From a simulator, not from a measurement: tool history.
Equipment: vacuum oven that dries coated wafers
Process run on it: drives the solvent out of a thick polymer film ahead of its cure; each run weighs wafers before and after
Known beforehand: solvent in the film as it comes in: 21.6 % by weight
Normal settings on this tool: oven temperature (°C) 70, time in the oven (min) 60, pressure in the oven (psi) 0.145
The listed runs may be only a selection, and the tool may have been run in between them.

Run 1, hour 0.0: usual settings. Result: solvent left in the film (%) 3.10.
Run 2, hour 51.9: usual settings. Result: solvent left in the film (%) 3.19.
Run 3, hour 104.2: usual settings but pressure in the oven (psi) 0.454. Result: solvent left in the film (%) 5.74.
Run 4, hour 181.0: usual settings but time in the oven (min) 48. Result: solvent left in the film (%) 4.26.
Run 5, hour 262.9: usual settings but pressure in the oven (psi) 0.212. Result: solvent left in the film (%) 3.81.
Run 6, hour 346.5: usual settings but pressure in the oven (psi) 0.212. Result: solvent left in the film (%) 3.96.
Run 7, hour 429.5: usual settings but pressure in the oven (psi) 0.212. Result: solvent left in the film (%) 3.85.
Run 8, hour 483.6: usual settings but pressure in the oven (psi) 0.212. Result: solvent left in the film (%) 3.95.
Run 9, hour 531.2: usual settings. Result: solvent left in the film (%) 3.48.
Run 10, hour 601.6: usual settings. Result: solvent left in the film (%) 3.44.
Run 11, hour 643.5: usual settings but pressure in the oven (psi) 0.183. Result: solvent left in the film (%) 3.89.
Run 12, hour 698.0: usual settings but pressure in the oven (psi) 0.183. Result: solvent left in the film (%) 3.93.
Run 13, hour 776.0: usual settings but pressure in the oven (psi) 0.183. Result: solvent left in the film (%) 3.92.
Run 14, hour 846.0: usual settings but pressure in the oven (psi) 0.183. Result: solvent left in the film (%) 4.03.
Run 15, hour 890.2: usual settings but pressure in the oven (psi) 0.183. Result: solvent left in the film (%) 4.02.
Run 16, hour 939.9: usual settings but pressure in the oven (psi) 0.183. Result: solvent left in the film (%) 4.14.
Run 17, hour 981.6: usual settings but pressure in the oven (psi) 0.183. Result: solvent left in the film (%) 4.11.
Run 18, hour 1054.0: usual settings but pressure in the oven (psi) 0.183. Result: solvent left in the film (%) 4.12.
Run 19, hour 1120.8: usual settings but pressure in the oven (psi) 0.183. Result: solvent left in the film (%) 4.18.
At hour 1157.1: oven's thermocouples calibrated.
Run 20, hour 1159.9: usual settings but pressure in the oven (psi) 0.183. Result: solvent left in the film (%) 3.47.
Run 21, hour 1214.7: usual settings but pressure in the oven (psi) 0.183. Result: solvent left in the film (%) 3.35.
Run 22, hour 1266.4: usual settings but pressure in the oven (psi) 0.183. Result: solvent left in the film (%) 3.55.
Run 23, hour 1316.7: usual settings. Result: solvent left in the film (%) 3.17.
Run 24, hour 1363.5: usual settings. Result: solvent left in the film (%) 3.37.
Run 25, hour 1415.9: usual settings but oven temperature (°C) 68, time in the oven (min) 100, pressure in the oven (psi) 0.347. Result: solvent left in the film (%) 4.31.
Run 26, hour 1477.1: usual settings but oven temperature (°C) 68, time in the oven (min) 30, pressure in the oven (psi) 0.470. Result: solvent left in the film (%) 9.81.
Run 27, hour 1534.5: usual settings but oven temperature (°C) 62, time in the oven (min) 30, pressure in the oven (psi) 0.103. Result: solvent left in the film (%) 10.46.
Run 28, hour 1584.8: usual settings but oven temperature (°C) 73, time in the oven (min) 30, pressure in the oven (psi) 0.099. Result: solvent left in the film (%) 5.14.
Run 29, hour 1659.0: usual settings but time in the oven (min) 37, pressure in the oven (psi) 0.529. Result: solvent left in the film (%) 8.35.
Run 30, hour 1697.1: usual settings but time in the oven (min) 37, pressure in the oven (psi) 0.529. Result: solvent left in the film (%) 8.45.
Run 31, hour 1760.8: usual settings but oven temperature (°C) 56, pressure in the oven (psi) 0.093. Result: solvent left in the film (%) 9.77.
Run 32, hour 1828.5: usual settings but oven temperature (°C) 56, pressure in the oven (psi) 0.093. Result: solvent left in the film (%) 9.81.
Run 33, hour 1862.9: usual settings but oven temperature (°C) 56, pressure in the oven (psi) 0.093. Result: solvent left in the film (%) 9.87.
Run 34, hour 1904.2: usual settings but oven temperature (°C) 56, pressure in the oven (psi) 0.093. Result: solvent left in the film (%) 9.96.
Run 35, hour 1955.4: usual settings but oven temperature (°C) 64, time in the oven (min) 56, pressure in the oven (psi) 0.136. Result: solvent left in the film (%) 6.53.
Run 36, hour 2018.4: usual settings but oven temperature (°C) 64, time in the oven (min) 56, pressure in the oven (psi) 0.136. Result: solvent left in the film (%) 6.67.
Run 37, hour 2084.7: usual settings but pressure in the oven (psi) 0.364. Result: solvent left in the film (%) 5.53.
Run 38, hour 2141.5: usual settings but pressure in the oven (psi) 0.364. Result: solvent left in the film (%) 5.52.
Run 39, hour 2208.0: usual settings but pressure in the oven (psi) 0.364. Result: solvent left in the film (%) 5.68.
Run 40, hour 2263.1: usual settings but oven temperature (°C) 73, time in the oven (min) 61, pressure in the oven (psi) 0.074. Result: solvent left in the film (%) 2.26.
At hour 2318.9: oven's thermocouples calibrated.
Run 41, hour 2342.5: usual settings but oven temperature (°C) 68. Result: solvent left in the film (%) 4.53.
Run 42, hour 2394.2: usual settings but oven temperature (°C) 82, time in the oven (min) 42, pressure in the oven (psi) 0.078. Result: solvent left in the film (%) 1.28.
Run 43, hour 2444.6: usual settings but oven temperature (°C) 80, time in the oven (min) 42, pressure in the oven (psi) 0.390. Result: solvent left in the film (%) 3.40.
Run 44, hour 2483.3: usual settings but oven temperature (°C) 80, time in the oven (min) 42, pressure in the oven (psi) 0.390. Result: solvent left in the film (%) 3.45.
Run 45, hour 2535.1: usual settings but time in the oven (min) 92. Result: solvent left in the film (%) 2.52.
Run 46, hour 2605.1: usual settings but oven temperature (°C) 75, time in the oven (min) 92, pressure in the oven (psi) 0.093. Result: solvent left in the film (%) 1.37.
Run 47, hour 2646.2: usual settings but oven temperature (°C) 75, time in the oven (min) 92, pressure in the oven (psi) 0.093. Result: solvent left in the film (%) 1.46.

Alternative continuations, all from the tool just after run 47; predict every row:
Run A, hour 2707.1: usual settings but oven temperature (°C) 75, time in the oven (min) 92, pressure in the oven (psi) 0.093. Result: solvent left in the film (%) ?.
Run B, hour 2707.1: usual settings but oven temperature (°C) 75, time in the oven (min) 31, pressure in the oven (psi) 0.505. Result: solvent left in the film (%) ?.
Run C, hour 2707.1: usual settings but oven temperature (°C) 71, time in the oven (min) 92, pressure in the oven (psi) 0.397. Result: solvent left in the film (%) ?.

run  solvent left in the film (%)
  A                          1.54
  B                          7.06
  C                          4.54
Had the tool no hidden state, the same runs would have come out as:
run  solvent left in the film (%)
  A                          0.78
  B                          6.04
  C                          3.53

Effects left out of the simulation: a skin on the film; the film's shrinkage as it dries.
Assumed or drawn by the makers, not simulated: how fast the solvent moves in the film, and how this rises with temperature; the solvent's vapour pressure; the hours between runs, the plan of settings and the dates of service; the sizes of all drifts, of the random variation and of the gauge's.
